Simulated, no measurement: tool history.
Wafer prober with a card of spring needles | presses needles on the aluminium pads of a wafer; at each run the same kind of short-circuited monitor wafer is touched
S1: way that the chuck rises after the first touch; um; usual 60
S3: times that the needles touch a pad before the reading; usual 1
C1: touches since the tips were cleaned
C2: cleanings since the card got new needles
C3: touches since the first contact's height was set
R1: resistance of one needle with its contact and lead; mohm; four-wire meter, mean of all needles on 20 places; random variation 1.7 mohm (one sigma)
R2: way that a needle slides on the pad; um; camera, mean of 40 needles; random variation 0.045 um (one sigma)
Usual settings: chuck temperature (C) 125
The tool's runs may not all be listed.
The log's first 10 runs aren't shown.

{"hour": 279.3, "done": "tips cleaned on abrasive film"}
{"hour": 294.8, "done": "tips cleaned on abrasive film"}
{"run": 11, "hour": 303.0, "S1": 72, "chuck temperature (C)": 125, "S3": 1, "C1": 5473, "C2": 84, "C3": 133746, "R1": 179, "R2": 11.43}
{"hour": 309.3, "done": "tips cleaned on abrasive film"}
{"hour": 323.2, "done": "tips cleaned on abrasive film"}
{"run": 12, "hour": 335.3, "S1": 72, "chuck temperature (C)": 125, "S3": 1, "C1": 8123, "C2": 86, "C3": 155263, "R1": 177, "R2": 11.38}
{"hour": 338.5, "done": "tips cleaned on abrasive film"}
{"hour": 351.2, "done": "tips cleaned on abrasive film"}
{"hour": 366.2, "done": "tips cleaned on abrasive film"}
{"hour": 380.1, "done": "tips cleaned on abrasive film"}
{"run": 13, "hour": 381.9, "S1": 72, "chuck temperature (C)": 125, "S3": 1, "C1": 1186, "C2": 90, "C3": 186193, "R1": 179, "R2": 11.35}
{"hour": 393.1, "done": "tips cleaned on abrasive film"}
{"hour": 407.0, "done": "tips cleaned on abrasive film"}
{"run": 14, "hour": 414.7, "S1": 60, "chuck temperature (C)": 125, "S3": 2, "C1": 5134, "C2": 92, "C3": 208005, "R1": 181, "R2": 9.47}
{"hour": 420.4, "done": "tips cleaned on abrasive film"}
{"hour": 429.9, "done": "height of the first contact set anew"}
{"hour": 435.3, "done": "tips cleaned on abrasive film"}
{"hour": 449.1, "done": "tips cleaned on abrasive film"}
{"run": 15, "hour": 458.2, "S1": 60, "chuck temperature (C)": 125, "S3": 2, "C1": 6080, "C2": 95, "C3": 18825, "R1": 181, "R2": 9.51}
{"hour": 464.1, "done": "tips cleaned on abrasive film"}
{"hour": 479.2, "done": "tips cleaned on abrasive film"}
{"run": 16, "hour": 486.3, "S1": 78, "chuck temperature (C)": 52, "S3": 1, "C1": 4768, "C2": 97, "C3": 37553, "R1": 162, "R2": 12.4}
{"hour": 492.4, "done": "tips cleaned on abrasive film"}
{"hour": 505.9, "done": "tips cleaned on abrasive film"}
{"hour": 518.8, "done": "tips cleaned on abrasive film"}
{"run": 17, "hour": 525.7, "S1": 58, "chuck temperature (C)": 28, "S3": 1, "C1": 4635, "C2": 100, "C3": 63713, "R1": 158, "R2": 9.14}
{"hour": 531.5, "done": "tips cleaned on abrasive film"}
{"hour": 546.8, "done": "tips cleaned on abrasive film"}
{"run": 18, "hour": 554.8, "S1": 68, "chuck temperature (C)": 28, "S3": 1, "C1": 5328, "C2": 102, "C3": 83044, "R1": 162, "R2": 10.71}
{"hour": 561.0, "done": "tips cleaned on abrasive film"}
{"hour": 574.2, "done": "tips cleaned on abrasive film"}
{"hour": 587.2, "done": "tips cleaned on abrasive film"}
{"run": 19, "hour": 590.3, "S1": 68, "chuck temperature (C)": 28, "S3": 1, "C1": 2068, "C2": 105, "C3": 106612, "R1": 157, "R2": 10.74}
{"hour": 601.1, "done": "tips cleaned on abrasive film"}
{"hour": 615.8, "done": "tips cleaned on abrasive film"}
{"run": 20, "hour": 621.1, "S1": 42, "chuck temperature (C)": 107, "S3": 2, "C1": 3551, "C2": 107, "C3": 127129, "R1": 178, "R2": 6.61}
{"hour": 629.5, "done": "tips cleaned on abrasive film"}
{"hour": 641.9, "done": "tips cleaned on abrasive film"}
{"hour": 656.9, "done": "tips cleaned on abrasive film"}
{"run": 21, "hour": 663.5, "S1": 42, "chuck temperature (C)": 107, "S3": 2, "C1": 4415, "C2": 110, "C3": 155289, "R1": 179, "R2": 6.6}

Forecast run 22:
{"hour": 672.0, "done": "tips cleaned on abrasive film"}
{"hour": 686.0, "done": "tips cleaned on abrasive film"}
{"run": 22, "hour": 692.7, "S1": 60, "chuck temperature (C)": 105, "S3": 1, "C1": 4470, "C2": 112, "C3": 174706, "R1": "?", "R2": "?"}

{"run 22": {"R1": 178, "R2": 9.41}}
Without the tool's hidden state the same run would have given R1 178 mohm, R2 9.57 um.
